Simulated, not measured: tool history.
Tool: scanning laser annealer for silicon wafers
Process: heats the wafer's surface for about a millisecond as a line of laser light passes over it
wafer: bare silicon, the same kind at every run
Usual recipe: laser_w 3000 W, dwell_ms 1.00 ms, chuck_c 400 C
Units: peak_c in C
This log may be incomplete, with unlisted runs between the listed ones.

run	hour	laser_w	dwell_ms	chuck_c	peak_c
1	0.0	3000	1.00	400	1207
2	20.7	3000	1.04	400	1221
3	59.2	3000	1.04	400	1218
4	92.5	3000	1.04	400	1219
5	115.1	3000	1.00	398	1204
6	148.2	3000	1.22	398	1278
7	170.5	2590	1.00	400	1079
8	213.1	2590	1.00	400	1081
9	243.0	3000	1.00	400	1203
10	281.6	3000	1.06	400	1231
11	315.6	3000	1.06	400	1228
12	355.9	3000	1.06	400	1227
13	374.7	3000	1.06	400	1231
14	392.2	2673	1.14	413	1162
15	429.0	3000	1.00	403	1207
16	453.8	3000	1.00	403	1209
17	476.5	3000	1.00	403	1209
18	503.7	3146	0.79	419	1184
19	535.8	3205	1.00	400	1269
# hour 558.9: window over the wafer cleaned
20	569.1	2559	1.05	426	1111
21	607.3	2842	0.97	373	1118
22	640.5	2878	0.78	371	1056
23	661.1	2878	0.70	421	1071
24	680.1	2720	0.70	363	975
25	714.2	2720	0.94	416	1111

Forecast each of these 3 alternatives for the next run:
A	754.1	3000	1.04	400	?
B	754.1	3091	1.00	399	?
C	754.1	2776	1.00	369	?

run	peak_c
A	1223
B	1239
C	1104
Without the tool's hidden state the same runs would have given:
run	peak_c
A	1224
B	1239
C	1105
